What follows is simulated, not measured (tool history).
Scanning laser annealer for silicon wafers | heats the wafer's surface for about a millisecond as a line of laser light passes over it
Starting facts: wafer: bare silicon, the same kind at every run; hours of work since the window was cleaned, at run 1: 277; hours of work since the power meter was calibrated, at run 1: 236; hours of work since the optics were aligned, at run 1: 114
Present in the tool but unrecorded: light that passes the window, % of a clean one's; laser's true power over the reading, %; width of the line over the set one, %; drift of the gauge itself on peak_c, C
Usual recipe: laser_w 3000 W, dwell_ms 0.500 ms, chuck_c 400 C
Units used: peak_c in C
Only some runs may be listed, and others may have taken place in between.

| run | hour | laser_w | dwell_ms | chuck_c | hours of work since the window was cleaned | hours of work since the power meter was calibrated | hours of work since the optics were aligned | peak_c |
|---|---|---|---|---|---|---|---|---|
| 1 | 0.0 | 3000 | 0.500 | 400 | 277 | 236 | 114 | 1123 |
| 2 | 18.2 | 3000 | 0.500 | 400 | 286 | 245 | 123 | 1121 |
| 3 | 31.6 | 3000 | 0.500 | 400 | 292 | 251 | 129 | 1121 |
| 4 | 43.4 | 3000 | 0.500 | 400 | 298 | 257 | 135 | 1119 |
| 5 | 55.3 | 3000 | 0.389 | 400 | 304 | 263 | 141 | 1046 |
| 6 | 76.9 | 3000 | 0.500 | 400 | 314 | 273 | 151 | 1123 |
| 7 | 91.9 | 3000 | 0.500 | 400 | 321 | 280 | 158 | 1120 |
| 8 | 114.7 | 3000 | 0.500 | 400 | 332 | 291 | 169 | 1119 |
| 9 | 127.4 | 3000 | 0.500 | 400 | 338 | 297 | 175 | 1118 |
| 10 | 141.5 | 3000 | 0.500 | 400 | 345 | 304 | 182 | 1117 |
| 11 | 157.4 | 3000 | 0.500 | 400 | 353 | 312 | 190 | 1115 |
| 12 | 180.6 | 3000 | 0.500 | 400 | 364 | 323 | 201 | 1116 |
| 13 | 196.8 | 3000 | 0.500 | 400 | 372 | 331 | 208 | 1115 |
|  | 200.8 | laser's power meter calibrated |
| 14 | 219.6 | 3000 | 0.500 | 400 | 381 | 9 | 218 | 1113 |
| 15 | 238.4 | 3000 | 0.500 | 400 | 390 | 18 | 227 | 1119 |
| 16 | 262.4 | 3254 | 0.500 | 400 | 402 | 30 | 238 | 1174 |
| 17 | 277.5 | 3254 | 0.500 | 400 | 409 | 37 | 246 | 1170 |
|  | 287.7 | laser's power meter calibrated, once more |
| 18 | 301.0 | 2722 | 0.500 | 400 | 419 | 6 | 256 | 1057 |
| 19 | 315.1 | 2722 | 0.500 | 400 | 425 | 13 | 262 | 1055 |
| 20 | 337.4 | 2722 | 0.500 | 400 | 436 | 24 | 273 | 1047 |
| 21 | 350.1 | 2722 | 0.500 | 400 | 442 | 30 | 279 | 1054 |
| 22 | 372.9 | 2710 | 0.457 | 400 | 453 | 41 | 290 | 1025 |
| 23 | 384.5 | 2609 | 0.425 | 400 | 459 | 46 | 296 | 985 |
| 24 | 407.0 | 3075 | 0.500 | 400 | 470 | 57 | 306 | 1134 |
| 25 | 420.4 | 2885 | 0.431 | 389 | 476 | 64 | 313 | 1037 |
| 26 | 441.3 | 2980 | 0.562 | 389 | 486 | 74 | 323 | 1138 |
| 27 | 461.9 | 2986 | 0.547 | 389 | 496 | 84 | 333 | 1131 |
| 28 | 482.0 | 2737 | 0.530 | 400 | 506 | 93 | 342 | 1070 |
| 29 | 499.9 | 2737 | 0.616 | 400 | 514 | 102 | 351 | 1116 |
| 30 | 510.3 | 3152 | 0.375 | 423 | 519 | 107 | 356 | 1084 |
| 31 | 533.3 | 2795 | 0.407 | 375 | 530 | 118 | 367 | 986 |
| 32 | 550.2 | 3243 | 0.366 | 405 | 538 | 126 | 375 | 1076 |
| 33 | 561.5 | 3020 | 0.500 | 400 | 544 | 131 | 381 | 1118 |
| 34 | 578.8 | 3020 | 0.500 | 400 | 552 | 140 | 389 | 1121 |
| 35 | 599.9 | 2860 | 0.500 | 383 | 562 | 150 | 399 | 1061 |
| 36 | 612.4 | 2860 | 0.500 | 383 | 568 | 156 | 405 | 1063 |
| 37 | 630.7 | 3136 | 0.416 | 389 | 577 | 165 | 414 | 1075 |
| 38 | 642.2 | 3136 | 0.416 | 389 | 582 | 170 | 419 | 1074 |
| 39 | 653.3 | 3000 | 0.359 | 400 | 588 | 175 | 425 | 1018 |
| 40 | 671.5 | 3256 | 0.500 | 372 | 596 | 184 | 433 | 1138 |
| 41 | 683.7 | 3261 | 0.500 | 416 | 602 | 190 | 439 | 1184 |
| 42 | 706.7 | 3000 | 0.500 | 414 | 613 | 201 | 450 | 1126 |

Here are 3 independent what-if runs from the current tool condition. What would each one return?
| A | 721.7 | 3284 | 0.472 | 438 | 621 | 208 | 457 | ? |
| B | 721.7 | 2903 | 0.500 | 414 | 621 | 208 | 457 | ? |
| C | 721.7 | 3211 | 0.559 | 414 | 621 | 208 | 457 | ? |

| run | peak_c |
|---|---|
| A | 1190 |
| B | 1103 |
| C | 1208 |
Without the tool's hidden state the same runs would have given:
| run | peak_c |
|---|---|
| A | 1212 |
| B | 1123 |
| C | 1231 |
